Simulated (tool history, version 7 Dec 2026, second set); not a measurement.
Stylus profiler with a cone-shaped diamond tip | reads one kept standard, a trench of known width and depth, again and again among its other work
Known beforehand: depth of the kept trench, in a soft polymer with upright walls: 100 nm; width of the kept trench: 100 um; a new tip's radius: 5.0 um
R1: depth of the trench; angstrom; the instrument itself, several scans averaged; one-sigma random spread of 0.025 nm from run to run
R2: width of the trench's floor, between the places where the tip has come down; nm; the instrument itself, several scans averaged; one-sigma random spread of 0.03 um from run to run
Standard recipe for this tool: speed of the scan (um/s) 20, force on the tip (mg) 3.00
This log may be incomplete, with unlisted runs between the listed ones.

Run 1, hour 0.0: usual settings. Result: R1 1014.2 angstrom, R2 97640 nm.
Run 2, hour 40.8: usual settings. Result: R1 1014.7 angstrom, R2 97630 nm.
Run 3, hour 84.1: usual settings but force on the tip (mg) 1.45. Result: R1 1009.7 angstrom, R2 97590 nm.
Run 4, hour 148.6: usual settings but force on the tip (mg) 3.11. Result: R1 1014.7 angstrom, R2 97670 nm.
Run 5, hour 219.7: usual settings. Result: R1 1014.6 angstrom, R2 97610 nm.
Run 6, hour 287.8: usual settings. Result: R1 1014.7 angstrom, R2 97640 nm.
Run 7, hour 327.6: usual settings. Result: R1 1014.8 angstrom, R2 97650 nm.
Run 8, hour 382.1: usual settings. Result: R1 1014.8 angstrom, R2 97550 nm.
Run 9, hour 424.4: usual settings. Result: R1 1014.6 angstrom, R2 97620 nm.
Run 10, hour 472.1: usual settings. Result: R1 1014.8 angstrom, R2 97580 nm.
Run 11, hour 520.2: usual settings but force on the tip (mg) 6.74. Result: R1 1024.6 angstrom, R2 97640 nm.
Run 12, hour 562.0: usual settings but force on the tip (mg) 6.74. Result: R1 1024.0 angstrom, R2 97630 nm.
Run 13, hour 618.6: usual settings but speed of the scan (um/s) 23. Result: R1 1015.1 angstrom, R2 97600 nm.
Run 14, hour 674.9: usual settings but speed of the scan (um/s) 23. Result: R1 1014.8 angstrom, R2 97520 nm.
Run 15, hour 751.2: usual settings but speed of the scan (um/s) 23. Result: R1 1014.7 angstrom, R2 97520 nm.
Run 16, hour 819.9: usual settings but speed of the scan (um/s) 23. Result: R1 1015.1 angstrom, R2 97490 nm.
Run 17, hour 878.1: usual settings but speed of the scan (um/s) 23. Result: R1 1015.4 angstrom, R2 97560 nm.
Run 18, hour 949.0: usual settings. Result: R1 1015.3 angstrom, R2 97500 nm.
Run 19, hour 985.9: usual settings. Result: R1 1015.1 angstrom, R2 97580 nm.
Run 20, hour 1029.5: usual settings but speed of the scan (um/s) 5. Result: R1 1014.9 angstrom, R2 97500 nm.
Run 21, hour 1103.8: usual settings but speed of the scan (um/s) 5, force on the tip (mg) 1.80. Result: R1 1011.4 angstrom, R2 97540 nm.
Run 22, hour 1162.5: usual settings but speed of the scan (um/s) 5, force on the tip (mg) 1.80. Result: R1 1011.6 angstrom, R2 97490 nm.
Run 23, hour 1233.3: usual settings but speed of the scan (um/s) 5, force on the tip (mg) 1.80. Result: R1 1011.5 angstrom, R2 97500 nm.
Run 24, hour 1307.3: usual settings. Result: R1 1015.8 angstrom, R2 97420 nm.
Run 25, hour 1376.0: usual settings but speed of the scan (um/s) 36, force on the tip (mg) 3.14. Result: R1 1016.1 angstrom, R2 97340 nm.
Run 26, hour 1420.5: usual settings but speed of the scan (um/s) 5, force on the tip (mg) 6.09. Result: R1 1023.2 angstrom, R2 97500 nm.
Run 27, hour 1459.4: usual settings but speed of the scan (um/s) 45, force on the tip (mg) 1.65. Result: R1 1011.4 angstrom, R2 97200 nm.
Run 28, hour 1541.6: usual settings but speed of the scan (um/s) 11, force on the tip (mg) 4.15. Result: R1 1019.2 angstrom, R2 97450 nm.
Run 29, hour 1592.4: usual settings but speed of the scan (um/s) 11, force on the tip (mg) 4.15. Result: R1 1018.5 angstrom, R2 97500 nm.
Run 30, hour 1670.2: usual settings but speed of the scan (um/s) 22, force on the tip (mg) 2.60. Result: R1 1014.9 angstrom, R2 97310 nm.
Run 31, hour 1704.8: usual settings but speed of the scan (um/s) 7, force on the tip (mg) 2.31. Result: R1 1013.9 angstrom, R2 97460 nm.
Run 32, hour 1751.1: usual settings but speed of the scan (um/s) 7, force on the tip (mg) 2.31. Result: R1 1014.0 angstrom, R2 97400 nm.
Run 33, hour 1832.0: usual settings but speed of the scan (um/s) 7, force on the tip (mg) 2.31. Result: R1 1014.2 angstrom, R2 97420 nm.
Run 34, hour 1909.2: usual settings but speed of the scan (um/s) 7, force on the tip (mg) 1.59. Result: R1 1011.9 angstrom, R2 97390 nm.
Run 35, hour 1949.9: usual settings but speed of the scan (um/s) 7, force on the tip (mg) 1.59. Result: R1 1011.6 angstrom, R2 97330 nm.
Run 36, hour 1994.4: usual settings but speed of the scan (um/s) 64, force on the tip (mg) 4.23. Result: R1 1020.0 angstrom, R2 97140 nm.
Run 37, hour 2069.4: usual settings but speed of the scan (um/s) 64, force on the tip (mg) 4.23. Result: R1 1019.5 angstrom, R2 97160 nm.
Run 38, hour 2119.5: usual settings but speed of the scan (um/s) 28, force on the tip (mg) 7.30. Result: R1 1027.6 angstrom, R2 97340 nm.
Run 39, hour 2167.5: usual settings but speed of the scan (um/s) 28, force on the tip (mg) 7.30. Result: R1 1027.1 angstrom, R2 97240 nm.
Run 40, hour 2223.6: usual settings but speed of the scan (um/s) 11, force on the tip (mg) 1.43. Result: R1 1011.4 angstrom, R2 97320 nm.
Run 41, hour 2275.3: usual settings but speed of the scan (um/s) 11, force on the tip (mg) 1.43. Result: R1 1011.3 angstrom, R2 97230 nm.
Run 42, hour 2323.9: usual settings but speed of the scan (um/s) 11, force on the tip (mg) 1.43. Result: R1 1012.1 angstrom, R2 97280 nm.
Run 43, hour 2399.0: usual settings but speed of the scan (um/s) 39, force on the tip (mg) 1.77. Result: R1 1013.2 angstrom, R2 97120 nm.
Run 44, hour 2462.0: usual settings but speed of the scan (um/s) 39, force on the tip (mg) 1.77. Result: R1 1012.7 angstrom, R2 97130 nm.
Run 45, hour 2517.7: usual settings but speed of the scan (um/s) 76, force on the tip (mg) 1.36. Result: R1 1010.8 angstrom, R2 96840 nm.
Run 46, hour 2555.5: usual settings but speed of the scan (um/s) 15, force on the tip (mg) 4.36. Result: R1 1020.8 angstrom, R2 97250 nm.
Run 47, hour 2607.3: usual settings but speed of the scan (um/s) 15, force on the tip (mg) 4.36. Result: R1 1020.3 angstrom, R2 97270 nm.

How would selected steps in R1 from run to run divide? Give the signed amount a tool lacking its hidden state would still show from settings, what came in and random variation, and the signed amount left for the hidden state, including any gauge scatter that is not in both of the compared results.
What the log doesn't record here: radius of the tip, um; height scale over the true one, %; drift of the gauge itself on depth_nm, %; drift of the gauge itself on floor_um, %.
Run 4 -> 5: force on the tip (mg) 3.11 -> 3.00. R1 -0.1 angstrom: hidden state +0.1, all else -0.2.
Run 5 -> 6: nothing adjusted, nothing logged. R1 +0.1 angstrom: hidden state +0.2, all else -0.1.
Run 26 -> 27: speed of the scan (um/s) 5 -> 45, force on the tip (mg) 6.09 -> 1.65. R1 -11.8 angstrom: hidden state +0.1, all else -11.9.
Run 32 -> 33: nothing adjusted, nothing logged. R1 +0.2 angstrom: hidden state +0.2, all else +0.0.
Run 39 -> 40: speed of the scan (um/s) 28 -> 11, force on the tip (mg) 7.30 -> 1.43. R1 -15.7 angstrom: hidden state +0.0, all else -15.7.
Run 45 -> 46: speed of the scan (um/s) 76 -> 15, force on the tip (mg) 1.36 -> 4.36. R1 +10.0 angstrom: hidden state +0.1, all else +9.9.

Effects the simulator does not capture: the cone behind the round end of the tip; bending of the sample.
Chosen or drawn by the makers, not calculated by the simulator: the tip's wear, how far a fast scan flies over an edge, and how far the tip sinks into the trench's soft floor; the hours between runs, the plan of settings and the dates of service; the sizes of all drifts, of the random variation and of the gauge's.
